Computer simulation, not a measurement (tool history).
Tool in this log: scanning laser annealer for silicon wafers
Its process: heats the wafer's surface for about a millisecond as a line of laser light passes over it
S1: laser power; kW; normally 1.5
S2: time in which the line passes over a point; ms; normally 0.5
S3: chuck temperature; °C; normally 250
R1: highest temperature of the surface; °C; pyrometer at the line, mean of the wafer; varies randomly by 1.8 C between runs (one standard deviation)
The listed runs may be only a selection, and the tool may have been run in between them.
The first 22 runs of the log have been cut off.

run	hour	S1	S2	S3	R1
23	737.5	1.5	0.5	275	1068
24	771.1	1.5	0.5	275	1064
25	810.9	1.402	0.542	226	993
26	854.6	1.402	0.358	213	829
27	876.3	1.402	0.358	213	832
# hour 894.9: window over the wafer cleaned, once more
28	900.2	1.471	0.434	213	943
29	925.1	1.594	0.5	234	1091
30	967.4	1.457	0.587	234	1075
# hour 1002.8: optics aligned, line set to its width
31	1018.3	1.457	0.587	234	1102
32	1055.7	1.5	0.5	253	1077
33	1089.2	1.301	0.359	249	841
34	1113.2	1.301	0.427	266	913
35	1139.5	1.461	0.5	223	1022
36	1164.7	1.324	0.452	236	914
37	1191.2	1.634	0.424	243	1069
38	1213.4	1.634	0.424	243	1070
39	1238.8	1.634	0.443	232	1080
40	1281.1	1.478	0.397	233	949

Predict each of these 5 candidate next runs independently; none follows another, all start after run 40:
A	1306.3	1.478	0.376	233	?
B	1306.3	1.516	0.375	265	?
C	1306.3	1.304	0.397	237	?
D	1306.3	1.641	0.604	211	?
E	1306.3	1.331	0.397	233	?

run	R1
A	931
B	983
C	862
D	1206
E	870
With the hidden condition removed and each run's random variation left untouched, the same runs would have given:
run	R1
A	941
B	993
C	871
D	1220
E	879
